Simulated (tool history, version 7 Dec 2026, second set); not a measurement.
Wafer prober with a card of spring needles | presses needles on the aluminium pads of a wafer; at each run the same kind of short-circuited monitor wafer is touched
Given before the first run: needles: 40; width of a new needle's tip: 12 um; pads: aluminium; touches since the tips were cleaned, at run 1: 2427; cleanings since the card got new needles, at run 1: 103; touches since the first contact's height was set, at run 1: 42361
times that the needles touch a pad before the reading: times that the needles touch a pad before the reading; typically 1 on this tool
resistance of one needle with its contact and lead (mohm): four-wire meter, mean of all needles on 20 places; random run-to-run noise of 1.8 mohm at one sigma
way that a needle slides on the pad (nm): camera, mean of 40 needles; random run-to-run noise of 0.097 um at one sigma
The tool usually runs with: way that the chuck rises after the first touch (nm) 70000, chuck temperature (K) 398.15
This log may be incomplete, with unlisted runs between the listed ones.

run,hour,way that the chuck rises after the first touch (nm),chuck temperature (K),times that the needles touch a pad before the reading,touches since the tips were cleaned,cleanings since the card got new needles,touches since the first contact's height was set,resistance of one needle with its contact and lead (mohm),way that a needle slides on the pad (nm)
1,0,70000,398.15,1,2427,103,42361,222,11640
# hour 5.3: tips cleaned on abrasive film
# hour 19.8: tips cleaned on abrasive film
# hour 34.5: tips cleaned on abrasive film
2,37.6,70000,398.15,3,1124,106,55804,199,11410
# hour 48.9: tips cleaned on abrasive film
# hour 63.4: tips cleaned on abrasive film
# hour 77.5: tips cleaned on abrasive film
3,78.4,70000,398.15,2,310,109,70379,192,11240
# hour 89.8: tips cleaned on abrasive film
# hour 104.4: tips cleaned on abrasive film
4,111.4,81000,398.15,1,2519,111,82176,220,13190
# hour 116.6: tips cleaned on abrasive film
# hour 130.8: tips cleaned on abrasive film
# hour 142.6: tips cleaned on abrasive film
# hour 157.2: tips cleaned on abrasive film
5,161.5,81000,398.15,1,1525,115,100088,211,13100
# hour 170.2: tips cleaned on abrasive film
# hour 184.9: tips cleaned on abrasive film
6,188.1,63000,398.15,1,1167,117,109598,227,10120
# hour 199.4: tips cleaned on abrasive film
# hour 214: tips cleaned on abrasive film
# hour 227.6: tips cleaned on abrasive film
7,229.9,60000,338.15,2,836,120,124549,199,9640
# hour 241.4: tips cleaned on abrasive film
# hour 253: tips cleaned on abrasive film, once more
8,254.9,60000,338.15,2,692,122,133490,195,9540
# hour 266.6: tips cleaned on abrasive film
# hour 278.3: tips cleaned on abrasive film
# hour 292.9: tips cleaned on abrasive film
9,300.9,76000,309.15,2,2882,125,149923,201,12100
# hour 306.8: tips cleaned on abrasive film
# hour 321.5: tips cleaned on abrasive film
# hour 336.1: tips cleaned on abrasive film
10,345,76000,309.15,2,3223,128,165730,208,12350
# hour 350.5: tips cleaned on abrasive film
# hour 363: tips cleaned on abrasive film
# hour 377.2: tips cleaned on abrasive film
11,379.6,70000,398.15,1,865,131,178048,210,10980

Below, each run's measurement less what the same run would have read without the hidden state. Both values contain the same run-to-run variation, but the gauge's scatter may not be the same in both:
Hidden conditions of the tool in this case: debris on the tips, nm; way that the needles fall short of the set height, um; tips' diameter, um; drift of the gauge itself on contact_mohm, %; drift of the gauge itself on scrub_um, %.
run,resistance of one needle with its contact and lead (mohm),way that a needle slides on the pad (nm)
1,+37,-120
2,+14,-210
3,+9,-230
4,+35,-260
5,+29,-310
6,+41,-330
7,+23,-360
8,+19,-380
9,+34,-420
10,+39,-470
11,+24,-490

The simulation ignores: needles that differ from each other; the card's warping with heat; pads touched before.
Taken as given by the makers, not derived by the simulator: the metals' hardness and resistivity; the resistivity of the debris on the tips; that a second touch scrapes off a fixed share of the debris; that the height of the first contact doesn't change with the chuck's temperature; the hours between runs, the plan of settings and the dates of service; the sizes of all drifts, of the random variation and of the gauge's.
